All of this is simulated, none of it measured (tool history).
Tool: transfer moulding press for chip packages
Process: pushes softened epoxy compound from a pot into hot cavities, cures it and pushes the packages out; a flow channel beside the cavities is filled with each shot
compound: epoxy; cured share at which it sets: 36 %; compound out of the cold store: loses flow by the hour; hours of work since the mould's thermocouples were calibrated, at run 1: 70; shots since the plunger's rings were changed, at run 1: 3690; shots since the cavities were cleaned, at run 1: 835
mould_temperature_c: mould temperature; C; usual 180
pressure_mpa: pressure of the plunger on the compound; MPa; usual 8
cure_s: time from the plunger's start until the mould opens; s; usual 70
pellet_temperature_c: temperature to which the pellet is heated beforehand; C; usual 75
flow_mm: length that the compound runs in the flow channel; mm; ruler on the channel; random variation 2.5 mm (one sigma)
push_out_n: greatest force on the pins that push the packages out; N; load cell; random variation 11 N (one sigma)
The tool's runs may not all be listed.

run     day  mould_temperature_c  pressure_mpa  cure_s  pellet_temperature_c  hours of work since the mould's thermocouples were calibrated  shots since the plunger's rings were changed  shots since the cavities were cleaned  incoming compound's hours out of the cold store  flow_mm  push_out_n
  1       0                  180             8      70                    75                                                             70                                          3690                                    835                                             14.3      803         816
      0.629  -- cavities cleaned with cleaning compound and waxed
  2   0.929                  180             8      70                    75                                                             81                                          3938                                     86                                             20.3      788         604
  3   1.654                  180             8      70                    75                                                             90                                          4145                                    293                                             27.9      774         687
  4   2.508                  180             8      58                    75                                                            101                                          4389                                    537                                             30.4      766        1242
  5   2.996                  180             8      58                    75                                                            107                                          4528                                    676                                               33      757        1279
  6   3.629                  180             8      58                    75                                                            116                                          4709                                    857                                             18.8      784        1341
      4.154  -- cavities cleaned with cleaning compound and waxed
  7   4.167                  180             8      58                    75                                                            122                                          4845                                      4                                             38.7      740         881
  8   4.767                  180             8      58                    75                                                            129                                          5017                                    176                                             17.4      786        1119
  9     5.4                  180             8      58                    75                                                            137                                          5198                                    357                                             33.4      752        1181
 10   6.242                  180             8      70                    83                                                            148                                          5438                                    597                                             29.6      760         733
 11   6.696                  180             8      70                    83                                                            154                                          5568                                    727                                             35.1      743         702
 12   7.229                  180             8      70                    83                                                            161                                          5721                                    880                                               37      738         722
      7.692  -- cavities cleaned with cleaning compound and waxed
 13   7.775                  180             8      68                    83                                                            167                                          5859                                     24                                             22.7      767         596
 14   8.312                  180             8      68                    83                                                            174                                          6012                                    177                                             22.4      765         665
 15   9.021                  176             8     100                    83                                                            183                                          6215                                    380                                             16.4      785         425
      9.342  -- plunger's sealing rings changed
 16   9.558                  188             8     100                    83                                                            188                                            62                                    503                                             41.5      760         365
 17    10.1                  173             8      88                    77                                                            195                                           218                                    659                                             11.7      864         692
 18  10.604                  173             8      88                    77                                                            202                                           362                                    803                                             29.3      826         672
 19  11.146                  181             8      51                    75                                                            209                                           516                                    957                                             35.3      788        1608
     11.346  -- cavities cleaned with cleaning compound and waxed
 20  11.667                  182             8      51                    75                                                            214                                           647                                     91                                             30.3      795        1201
 21  12.312                  178          9.93      70                    68                                                            223                                           832                                    276                                             16.8      933         813
 22  13.162                  180          6.73      93                    72                                                            233                                          1075                                    519                                             45.8      706         410
 23  13.825                  180          8.62      70                    75                                                            242                                          1264                                    708                                             18.2      855         784
 24  14.538                  174          8.75      95                    84                                                            251                                          1469                                    913                                             38.9      826         530
     14.883  -- cavities cleaned with cleaning compound and waxed
 25  15.196                  174          8.75      95                    84                                                            259                                          1638                                     89                                             16.3      881         409
 26  15.796                  177          7.25      70                    75                                                            266                                          1810                                    261                                             21.8      780         828
 27  16.596                  187          7.25      70                    67                                                            276                                          2039                                    490                                             30.1      740         482
 28  17.383                  178           8.2      74                    75                                                            286                                          2264                                    715                                             29.4      803         758

Forecast each of these 5 alternatives for the next run:
  A  18.258                  177          7.87      54                    75                                                            298                                          2515                                    966                                               27        ?           ?
  B  18.258                  175          6.01      74                    75                                                            298                                          2515                                    966                                             37.3        ?           ?
  C  18.258                  180           8.2      74                    75                                                            298                                          2515                                    966                                             19.9        ?           ?
  D  18.258                  180          8.26      70                    70                                                            298                                          2515                                    966                                             23.6        ?           ?
  E  18.258                  180          6.04      70                    70                                                            298                                          2515                                    966                                               13        ?           ?

run  flow_mm  push_out_n
  A      792        1805
  B      681         935
  C      822         694
  D      810         823
  E      714         835
Without the tool's hidden state the same runs would have given:
run  flow_mm  push_out_n
  A      816        1214
  B      702         619
  C      847         462
  D      835         546
  E      735         553

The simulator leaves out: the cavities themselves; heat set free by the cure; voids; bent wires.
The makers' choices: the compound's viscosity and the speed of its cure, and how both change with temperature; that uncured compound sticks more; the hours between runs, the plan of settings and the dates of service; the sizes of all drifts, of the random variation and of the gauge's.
